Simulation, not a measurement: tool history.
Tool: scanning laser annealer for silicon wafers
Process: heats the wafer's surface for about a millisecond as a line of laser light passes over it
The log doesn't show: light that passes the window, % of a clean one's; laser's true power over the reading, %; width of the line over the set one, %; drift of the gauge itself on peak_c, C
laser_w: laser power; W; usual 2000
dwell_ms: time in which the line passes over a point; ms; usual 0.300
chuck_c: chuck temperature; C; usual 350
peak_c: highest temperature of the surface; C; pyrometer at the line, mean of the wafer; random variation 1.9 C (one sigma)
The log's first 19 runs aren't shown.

run,hour,laser_w,dwell_ms,chuck_c,hours of work since the window was cleaned,hours of work since the power meter was calibrated,hours of work since the optics were aligned,peak_c
20,199.0,1719,0.261,355,44,192,83,988
21,210.3,2000,0.343,370,52,200,91,1192
22,219.6,2000,0.275,337,59,207,98,1080
23,227.4,2000,0.222,337,65,213,104,1009
24,235.6,2000,0.222,337,71,219,110,1010
25,246.2,2000,0.222,337,79,227,118,1008
26,257.3,1719,0.229,337,87,235,126,931
27,265.9,1719,0.229,337,94,242,133,930
28,276.5,1793,0.210,366,102,250,141,958
29,286.4,1793,0.210,366,109,257,148,956
30,293.9,1775,0.276,387,115,263,154,1052
31,305.6,2016,0.300,342,123,271,163,1116
32,313.4,2050,0.321,374,129,277,168,1186
33,320.7,1788,0.274,312,135,283,174,981
34,333.1,1891,0.274,328,144,292,183,1031

Forecast each of these 5 alternatives for the next run:
A,340.1,1847,0.343,350,149,297,188,?
B,340.1,1906,0.276,328,149,297,188,?
C,340.1,1859,0.299,384,149,297,188,?
D,340.1,1953,0.300,350,149,297,188,?
E,340.1,1919,0.334,369,149,297,188,?

run,peak_c
A,1109
B,1034
C,1105
D,1100
E,1144
Without the tool's hidden state the same runs would have given:
run,peak_c
A,1120
B,1044
C,1116
D,1112
E,1156
